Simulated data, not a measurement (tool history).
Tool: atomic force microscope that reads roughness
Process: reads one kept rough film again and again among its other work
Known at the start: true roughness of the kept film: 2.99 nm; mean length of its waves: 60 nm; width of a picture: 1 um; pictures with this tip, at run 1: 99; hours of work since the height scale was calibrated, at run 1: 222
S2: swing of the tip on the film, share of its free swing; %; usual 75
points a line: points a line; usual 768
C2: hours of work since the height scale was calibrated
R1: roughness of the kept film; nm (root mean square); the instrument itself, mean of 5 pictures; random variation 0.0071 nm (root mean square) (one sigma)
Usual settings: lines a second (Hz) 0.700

Run 1, day 0.000: usual settings; pictures with this tip 99; C2 222. Result: R1 2.818 nm (root mean square).
Run 2, day 0.338: usual settings; pictures with this tip 115; C2 228. Result: R1 2.805 nm (root mean square).
Run 3, day 0.683: usual settings but points a line 953; pictures with this tip 131; C2 234. Result: R1 2.804 nm (root mean square).
At day 0.925: new tip fitted.
Run 4, day 0.992: usual settings but S2 68 %, points a line 953; pictures with this tip 3; C2 239. Result: R1 2.902 nm (root mean square).
Run 5, day 1.325: usual settings but S2 68 %, points a line 953; pictures with this tip 19; C2 245. Result: R1 2.881 nm (root mean square).
Run 6, day 1.567: usual settings; pictures with this tip 30; C2 249. Result: R1 2.866 nm (root mean square).
Run 7, day 1.925: usual settings; pictures with this tip 47; C2 255. Result: R1 2.859 nm (root mean square).
Run 8, day 2.208: usual settings; pictures with this tip 60; C2 260. Result: R1 2.845 nm (root mean square).
Run 9, day 2.450: usual settings; pictures with this tip 72; C2 264. Result: R1 2.845 nm (root mean square).
At day 2.525: height scale calibrated on a step standard.
Run 10, day 2.667: usual settings; pictures with this tip 80; C2 2. Result: R1 2.853 nm (root mean square).
Run 11, day 3.008: usual settings but lines a second (Hz) 0.718; pictures with this tip 96; C2 8. Result: R1 2.844 nm (root mean square).
Run 12, day 3.371: usual settings but lines a second (Hz) 0.718; pictures with this tip 114; C2 15. Result: R1 2.826 nm (root mean square).
Run 13, day 3.638: usual settings but S2 64 %, points a line 287; pictures with this tip 126; C2 19. Result: R1 2.826 nm (root mean square).
Run 14, day 3.888: usual settings but lines a second (Hz) 1.592, S2 77 %, points a line 660; pictures with this tip 138; C2 24. Result: R1 2.752 nm (root mean square).
At day 3.962: new tip fitted.
At day 4.058: height scale calibrated on a step standard, once more.
Run 15, day 4.296: usual settings but lines a second (Hz) 1.296, S2 90 %, points a line 293; pictures with this tip 13; C2 4. Result: R1 2.748 nm (root mean square).
Run 16, day 4.542: usual settings but lines a second (Hz) 1.368, S2 55 %, points a line 1021; pictures with this tip 25; C2 8. Result: R1 2.881 nm (root mean square).
Run 17, day 4.896: usual settings but points a line 549; pictures with this tip 42; C2 15. Result: R1 2.860 nm (root mean square).
Run 18, day 5.254: usual settings but lines a second (Hz) 0.803, S2 88 %, points a line 461; pictures with this tip 59; C2 21. Result: R1 2.801 nm (root mean square).
Run 19, day 5.421: usual settings but lines a second (Hz) 3.929, S2 70 %, points a line 677; pictures with this tip 67; C2 24. Result: R1 2.718 nm (root mean square).
Run 20, day 5.767: usual settings but S2 82 %, points a line 530; pictures with this tip 83; C2 30. Result: R1 2.809 nm (root mean square).
Run 21, day 6.071: usual settings but lines a second (Hz) 3.446, S2 82 %, points a line 850; pictures with this tip 98; C2 35. Result: R1 2.593 nm (root mean square).
Run 22, day 6.229: usual settings but lines a second (Hz) 2.412, S2 64 %, points a line 850; pictures with this tip 105; C2 38. Result: R1 2.772 nm (root mean square).
Run 23, day 6.525: usual settings but lines a second (Hz) 1.158, points a line 850; pictures with this tip 119; C2 43. Result: R1 2.781 nm (root mean square).

Measured less the same run without the tool's hidden state. The same run-to-run variation is in both; the gauge's scatter may not be:
The hidden state here: radius of the tip, nm; height scale over the true one, %; drift of the gauge itself on roughness_nm, %.
run      R1
  1  -0.062
  2  -0.071
  3  -0.080
  4  +0.003
  5  -0.006
  6  -0.012
  7  -0.019
  8  -0.026
  9  -0.032
 10  -0.032
 11  -0.042
 12  -0.050
 13  -0.057
 14  -0.061
 15  -0.014
 16  -0.022
 17  -0.031
 18  -0.039
 19  -0.043
 20  -0.054
 21  -0.057
 22  -0.065
 23  -0.073
